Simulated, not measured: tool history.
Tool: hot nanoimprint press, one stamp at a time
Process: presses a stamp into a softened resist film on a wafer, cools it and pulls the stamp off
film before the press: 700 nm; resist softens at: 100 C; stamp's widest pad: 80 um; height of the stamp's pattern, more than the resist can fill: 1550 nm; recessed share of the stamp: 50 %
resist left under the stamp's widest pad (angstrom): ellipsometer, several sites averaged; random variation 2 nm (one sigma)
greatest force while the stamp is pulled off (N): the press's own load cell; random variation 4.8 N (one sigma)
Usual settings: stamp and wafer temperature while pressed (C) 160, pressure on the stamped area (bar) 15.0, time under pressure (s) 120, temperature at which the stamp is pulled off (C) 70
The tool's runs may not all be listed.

run   hour  stamp and wafer temperature while pressed (C)  pressure on the stamped area (bar)  time under pressure (s)  temperature at which the stamp is pulled off (C)  resist left under the stamp's widest pad (angstrom)  greatest force while the stamp is pulled off (N)
  1    0.0                                            160                                15.0                      120                                                70                                                 3248                                               266
  2   13.9                                            160                                15.0                      120                                                70                                                 3225                                               269
  3   23.7                                            160                                15.0                      120                                                70                                                 3232                                               269
  4   32.7                                            160                                15.0                      120                                                70                                                 3186                                               272
  5   42.6                                            160                                15.0                      120                                                70                                                 3201                                               278
  6   53.4                                            160                                15.0                      120                                                70                                                 3187                                               290
  7   63.5                                            160                                15.0                      120                                                70                                                 3192                                               284
  8   82.0                                            160                                15.0                      120                                                70                                                 3211                                               290
  9   98.9                                            160                                15.0                      120                                                70                                                 3213                                               285
 10  110.5                                            160                                15.0                      120                                                70                                                 3208                                               298
 11  118.3                                            160                                15.0                      120                                                70                                                 3148                                               304
     125.1  -- plate thermocouple calibrated
 12  132.5                                            160                                15.0                      120                                                70                                                 3379                                               305
 13  145.6                                            160                                15.0                      120                                                70                                                 3378                                               298
 14  163.8                                            160                                15.0                      120                                                70                                                 3363                                               320
 15  180.7                                            160                                15.0                      205                                                70                                                 2744                                               309
 16  189.4                                            160                                15.0                      205                                                70                                                 2728                                               313
 17  203.3                                            169                                15.0                       80                                                70                                                 2743                                               319
 18  222.0                                            166                                15.0                      120                                                74                                                 2641                                               310
 19  230.7                                            166                                23.1                      198                                                70                                                 1703                                               323
 20  248.2                                            166                                23.1                      198                                                70                                                 1705                                               330
 21  256.8                                            166                                23.1                      198                                                70                                                 1728                                               327
 22  272.4                                            160                                15.0                      120                                                64                                                 3310                                               345
 23  284.7                                            171                                15.0                       71                                                67                                                 2670                                               330
 24  302.4                                            171                                15.0                       71                                                67                                                 2640                                               341
 25  316.2                                            160                                10.2                      120                                                74                                                 3903                                               339
     331.0  -- stamp cleaned and given a new release coat
 26  338.8                                            160                                10.2                      120                                                74                                                 3878                                               243
 27  357.3                                            160                                15.7                      140                                                70                                                 3051                                               247
 28  366.4                                            150                                13.3                      140                                                70                                                 4800                                               246
 29  374.8                                            150                                13.3                      140                                                70                                                 4763                                               240
 30  388.1                                            159                                15.0                      140                                                70                                                 3244                                               243
 31  399.0                                            164                                11.6                      161                                                69                                                 2824                                               255

Some steps in resist left under the stamp's widest pad (angstrom) between neighbouring runs. How much of each would the tool show without its hidden state too (settings, what came in, random variation), and how much is left for the hidden state, with any gauge scatter that isn't in both results?
The hidden state here: true temperature over the reading, C; pressure that arrives at the usual setting, %; grip of the stamp's worn release coat, % over a new coat's; drift of the gauge itself on residual_nm, %; drift of the gauge itself on pull_off_n, %.
Run 11 -> 12: plate thermocouple calibrated. resist left under the stamp's widest pad (angstrom) +231: hidden state +171, all else +60.
Run 21 -> 22: stamp and wafer temperature while pressed (C) 166 -> 160, pressure on the stamped area (bar) 23.1 -> 15.0, time under pressure (s) 198 -> 120, temperature at which the stamp is pulled off (C) 70 -> 64. resist left under the stamp's widest pad (angstrom) +1582: hidden state -21, all else +1603.
Run 24 -> 25: stamp and wafer temperature while pressed (C) 171 -> 160, pressure on the stamped area (bar) 15.0 -> 10.2, time under pressure (s) 71 -> 120, temperature at which the stamp is pulled off (C) 67 -> 74. resist left under the stamp's widest pad (angstrom) +1263: hidden state -24, all else +1287.
Run 27 -> 28: stamp and wafer temperature while pressed (C) 160 -> 150, pressure on the stamped area (bar) 15.7 -> 13.3. resist left under the stamp's widest pad (angstrom) +1749: hidden state -21, all else +1770.
Run 29 -> 30: stamp and wafer temperature while pressed (C) 150 -> 159, pressure on the stamped area (bar) 13.3 -> 15.0. resist left under the stamp's widest pad (angstrom) -1519: hidden state +11, all else -1530.
